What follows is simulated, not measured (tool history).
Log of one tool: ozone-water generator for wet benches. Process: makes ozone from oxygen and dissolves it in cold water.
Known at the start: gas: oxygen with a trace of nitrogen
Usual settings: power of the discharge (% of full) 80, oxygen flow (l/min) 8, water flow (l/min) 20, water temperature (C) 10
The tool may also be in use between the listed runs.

run     day  power of the discharge (% of full)  oxygen flow (l/min)  water flow (l/min)  water temperature (C)  dissolved ozone (ppm)  ozone in the gas ahead of the water (g/m3)
  1       0                                  80                    8                  20                     10                   36.1                                       213.4
  2   3.567                                  80                    8                  20                      6                   37.9                                       212.3
  3   5.904                                  80                    8                  20                      6                   37.9                                       209.8
  4  10.404                                  80                    8                  17                      6                   42.2                                       210.4
  5  13.333                                  80                    8                  20                     10                   35.5                                       208.2
  6  16.479                                  80                    8                  20                     10                   35.2                                       209.7
  7  18.875                                  51                    8                  15                     10                   28.9                                       143.2
  8  23.512                                  42                 6.48                  15                      5                   26.8                                       134.8
  9  27.329                                  75                    8                  20                     17                   29.1                                       197.2
 10  30.562                                  75                    8                  20                     17                   29.6                                       195.6
 11  34.542                                  51                    8                  20                      9                   23.7                                       139.6

4 ways to go on from here, each from the tool as it stands after run 11. What would each give?
  A  38.192                                  80                    8                  19                      5                      ?                                           ?
  B  38.192                                  51                    8                  20                     15                      ?                                           ?
  C  38.192                                  45                    8                  27                     10                      ?                                           ?
  D  38.192                                  68                13.82                  20                      9                      ?                                           ?

run  dissolved ozone (ppm)  ozone in the gas ahead of the water (g/m3)
  A                   38.5                                       205.2
  B                   21.9                                         142
  C                   17.2                                       126.6
  D                   29.3                                       133.5
Without the tool's hidden state the same runs would have given:
run  dissolved ozone (ppm)  ozone in the gas ahead of the water (g/m3)
  A                   43.3                                       220.3
  B                     24                                       148.7
  C                   18.8                                       131.7
  D                   32.7                                       142.1
